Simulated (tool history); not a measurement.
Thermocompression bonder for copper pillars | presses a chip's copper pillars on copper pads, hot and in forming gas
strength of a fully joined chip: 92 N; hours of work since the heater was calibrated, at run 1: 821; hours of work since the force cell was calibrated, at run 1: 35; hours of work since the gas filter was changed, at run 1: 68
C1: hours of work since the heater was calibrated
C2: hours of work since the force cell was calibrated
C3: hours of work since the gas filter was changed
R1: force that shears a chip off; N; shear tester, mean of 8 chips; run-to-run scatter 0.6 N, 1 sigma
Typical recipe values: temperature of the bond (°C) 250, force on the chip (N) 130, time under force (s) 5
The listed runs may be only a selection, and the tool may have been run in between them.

Run 1, hour 0.0: usual settings; C1 821; C2 35; C3 68. Result: R1 27.6 N.
Run 2, hour 28.5: usual settings; C1 837; C2 51; C3 84. Result: R1 27.5 N.
Run 3, hour 60.9: usual settings; C1 855; C2 69; C3 102. Result: R1 27.2 N.
Run 4, hour 84.6: usual settings but force on the chip (N) 171; C1 868; C2 82; C3 115. Result: R1 33.8 N.
Run 5, hour 100.3: usual settings but force on the chip (N) 171; C1 877; C2 91; C3 124. Result: R1 33.7 N.
Run 6, hour 121.8: usual settings but force on the chip (N) 171; C1 889; C2 103; C3 136. Result: R1 34.2 N.
Run 7, hour 141.6: usual settings but force on the chip (N) 123; C1 900; C2 114; C3 147. Result: R1 26.0 N.
Run 8, hour 170.7: usual settings but force on the chip (N) 123; C1 916; C2 130; C3 164. Result: R1 24.2 N.
Run 9, hour 186.7: usual settings but time under force (s) 3; C1 925; C2 139; C3 172. Result: R1 20.4 N.
Run 10, hour 217.9: usual settings but time under force (s) 6; C1 942; C2 157; C3 190. Result: R1 27.7 N.
Run 11, hour 245.2: usual settings but time under force (s) 6; C1 958; C2 172; C3 205. Result: R1 27.2 N.
Run 12, hour 277.5: usual settings but temperature of the bond (°C) 229, time under force (s) 6; C1 976; C2 190; C3 223. Result: R1 18.3 N.
Run 13, hour 300.6: usual settings but temperature of the bond (°C) 229, time under force (s) 6; C1 988; C2 203; C3 236. Result: R1 17.6 N.
Run 14, hour 325.3: usual settings but temperature of the bond (°C) 229, force on the chip (N) 119, time under force (s) 8; C1 1002; C2 217; C3 250. Result: R1 17.5 N.
Run 15, hour 358.2: usual settings but temperature of the bond (°C) 229, force on the chip (N) 119, time under force (s) 8; C1 1021; C2 235; C3 268. Result: R1 18.1 N.
Run 16, hour 376.2: usual settings but force on the chip (N) 174, time under force (s) 14; C1 1031; C2 245; C3 278. Result: R1 47.0 N.
Run 17, hour 404.0: usual settings but force on the chip (N) 174, time under force (s) 14; C1 1046; C2 260; C3 294. Result: R1 47.1 N.
At hour 410.3: forming gas filter changed.
Run 18, hour 426.2: usual settings but temperature of the bond (°C) 260, force on the chip (N) 170, time under force (s) 3; C1 1058; C2 273; C3 9. Result: R1 32.7 N.
Run 19, hour 440.4: usual settings but temperature of the bond (°C) 260, force on the chip (N) 170, time under force (s) 3; C1 1066; C2 280; C3 17. Result: R1 31.9 N.
Run 20, hour 461.4: usual settings but temperature of the bond (°C) 260, force on the chip (N) 170, time under force (s) 3; C1 1078; C2 292; C3 28. Result: R1 32.2 N.
Run 21, hour 478.2: usual settings but temperature of the bond (°C) 237, force on the chip (N) 153; C1 1087; C2 302; C3 38. Result: R1 22.6 N.

Below are 5 alternative next runs, each starting from the tool's condition after run 21. Predict each:
At hour 501.4: heater calibrated with a thermocouple chip.
Run A, hour 506.6: usual settings but temperature of the bond (°C) 237, force on the chip (N) 177, time under force (s) 10; C1 3; C2 316; C3 53. Result: R1 ?.
At hour 501.4: heater calibrated with a thermocouple chip.
Run B, hour 506.6: usual settings but temperature of the bond (°C) 236, force on the chip (N) 192, time under force (s) 8; C1 3; C2 316; C3 53. Result: R1 ?.
At hour 501.4: heater calibrated with a thermocouple chip.
Run C, hour 506.6: usual settings but temperature of the bond (°C) 237, force on the chip (N) 153, time under force (s) 4; C1 3; C2 316; C3 53. Result: R1 ?.
At hour 501.4: heater calibrated with a thermocouple chip.
Run D, hour 506.6: usual settings but temperature of the bond (°C) 242, force on the chip (N) 132, time under force (s) 12; C1 3; C2 316; C3 53. Result: R1 ?.
At hour 501.4: heater calibrated with a thermocouple chip.
Run E, hour 506.6: usual settings but temperature of the bond (°C) 275, force on the chip (N) 164, time under force (s) 4; C1 3; C2 316; C3 53. Result: R1 ?.

run    R1
  A  43.8
  B  42.3
  C  26.4
  D  39.7
  E  51.3
Without the tool's unlogged condition, the same runs would have read:
run    R1
  A  44.5
  B  43.0
  C  26.8
  D  40.4
  E  52.2

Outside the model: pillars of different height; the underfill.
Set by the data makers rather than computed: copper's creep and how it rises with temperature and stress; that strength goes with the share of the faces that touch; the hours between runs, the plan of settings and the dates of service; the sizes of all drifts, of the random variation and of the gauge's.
